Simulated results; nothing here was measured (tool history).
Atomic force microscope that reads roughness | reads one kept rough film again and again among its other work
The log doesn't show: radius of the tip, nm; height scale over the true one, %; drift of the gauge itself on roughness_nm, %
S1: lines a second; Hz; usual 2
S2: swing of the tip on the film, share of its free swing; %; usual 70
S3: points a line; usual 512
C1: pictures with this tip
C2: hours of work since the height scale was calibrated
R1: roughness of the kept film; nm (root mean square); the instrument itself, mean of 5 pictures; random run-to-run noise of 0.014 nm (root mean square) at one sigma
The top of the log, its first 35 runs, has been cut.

{"hour": 249.6, "done": "height scale calibrated on a step standard, once more"}
{"run": 36, "hour": 249.6, "S1": 1.9, "S2": 58, "S3": 512, "C1": 48, "C2": 0, "R1": 3.411}
{"run": 37, "hour": 255.9, "S1": 3.05, "S2": 58, "S3": 982, "C1": 59, "C2": 4, "R1": 3.412}
{"run": 38, "hour": 261.2, "S1": 3.05, "S2": 58, "S3": 982, "C1": 68, "C2": 8, "R1": 3.394}
{"run": 39, "hour": 266.7, "S1": 3.05, "S2": 58, "S3": 982, "C1": 78, "C2": 11, "R1": 3.405}
{"run": 40, "hour": 274.2, "S1": 3.05, "S2": 58, "S3": 982, "C1": 90, "C2": 16, "R1": 3.4}
{"run": 41, "hour": 282.3, "S1": 1.39, "S2": 60, "S3": 872, "C1": 104, "C2": 22, "R1": 3.398}
{"run": 42, "hour": 290.0, "S1": 1.39, "S2": 60, "S3": 872, "C1": 117, "C2": 27, "R1": 3.413}
{"run": 43, "hour": 296.5, "S1": 2, "S2": 70, "S3": 607, "C1": 128, "C2": 31, "R1": 3.345}
{"run": 44, "hour": 306.1, "S1": 2.66, "S2": 66, "S3": 834, "C1": 145, "C2": 37, "R1": 3.347}
{"run": 45, "hour": 311.0, "S1": 2.79, "S2": 79, "S3": 314, "C1": 153, "C2": 41, "R1": 3.182}
{"run": 46, "hour": 318.2, "S1": 2.79, "S2": 79, "S3": 314, "C1": 165, "C2": 45, "R1": 3.168}
{"run": 47, "hour": 324.4, "S1": 2.79, "S2": 79, "S3": 314, "C1": 176, "C2": 49, "R1": 3.19}
{"run": 48, "hour": 330.7, "S1": 1.23, "S2": 61, "S3": 280, "C1": 186, "C2": 54, "R1": 3.38}
{"run": 49, "hour": 335.8, "S1": 2.47, "S2": 56, "S3": 558, "C1": 195, "C2": 57, "R1": 3.392}
{"run": 50, "hour": 341.6, "S1": 1.03, "S2": 84, "S3": 932, "C1": 205, "C2": 61, "R1": 3.291}

Each row is a separate what-if for the run after 50, all from the same tool condition, not one after another. Results?
{"run": "A", "hour": 346.1, "S1": 1.37, "S2": 80, "S3": 706, "C1": 213, "C2": 64, "R1": "?"}
{"run": "B", "hour": 346.1, "S1": 0.86, "S2": 79, "S3": 472, "C1": 213, "C2": 64, "R1": "?"}
{"run": "C", "hour": 346.1, "S1": 1.03, "S2": 84, "S3": 298, "C1": 213, "C2": 64, "R1": "?"}

run=A R1=3.274
run=B R1=3.313
run=C R1=3.295
Stripped of hidden state, with their random variation kept, the same runs would have yielded:
run=A R1=3.356
run=B R1=3.395
run=C R1=3.376

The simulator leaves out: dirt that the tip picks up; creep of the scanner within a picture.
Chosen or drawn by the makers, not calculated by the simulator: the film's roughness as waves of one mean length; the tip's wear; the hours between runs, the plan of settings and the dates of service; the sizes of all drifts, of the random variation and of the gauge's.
